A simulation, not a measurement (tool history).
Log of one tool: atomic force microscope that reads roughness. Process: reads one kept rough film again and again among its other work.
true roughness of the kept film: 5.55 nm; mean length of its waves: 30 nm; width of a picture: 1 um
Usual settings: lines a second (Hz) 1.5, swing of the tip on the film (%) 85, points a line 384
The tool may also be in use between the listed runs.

| run | hour | lines a second (Hz) | swing of the tip on the film (%) | points a line | roughness of the kept film (nm (root mean square)) |
|---|---|---|---|---|---|
| 1 | 0 | 1.5 | 85 | 384 | 2.957 |
| 2 | 9.5 | 0.97 | 85 | 384 | 3.053 |
| 3 | 18 | 0.97 | 85 | 384 | 2.999 |
| 4 | 31.8 | 0.97 | 85 | 384 | 2.97 |
|  | 33.5 | new tip fitted |
| 5 | 50.2 | 0.97 | 85 | 384 | 3.947 |
| 6 | 68.9 | 0.97 | 85 | 384 | 3.815 |
| 7 | 81.3 | 1.5 | 77 | 384 | 3.713 |
| 8 | 98.9 | 1.5 | 77 | 384 | 3.604 |
| 9 | 110.8 | 0.89 | 83 | 384 | 3.568 |
| 10 | 119.5 | 0.89 | 83 | 384 | 3.539 |
| 11 | 127.8 | 3.01 | 86 | 286 | 2.919 |
| 12 | 143.7 | 1.5 | 64 | 445 | 3.484 |
| 13 | 156.8 | 1.5 | 64 | 445 | 3.444 |
| 14 | 176.5 | 0.51 | 76 | 417 | 3.382 |
| 15 | 188.1 | 0.84 | 58 | 327 | 3.358 |

Forecast each of these 4 alternatives for the next run:
| A | 201.8 | 0.79 | 68 | 384 | ? |
| B | 201.8 | 0.87 | 85 | 989 | ? |
| C | 201.8 | 1.92 | 74 | 423 | ? |
| D | 201.8 | 1.5 | 66 | 725 | ? |

| run | roughness of the kept film (nm (root mean square)) |
|---|---|
| A | 3.266 |
| B | 3.111 |
| C | 3.053 |
| D | 3.192 |
Without the tool's hidden state the same runs would have given:
| run | roughness of the kept film (nm (root mean square)) |
|---|---|
| A | 4.342 |
| B | 4.137 |
| C | 4.06 |
| D | 4.247 |
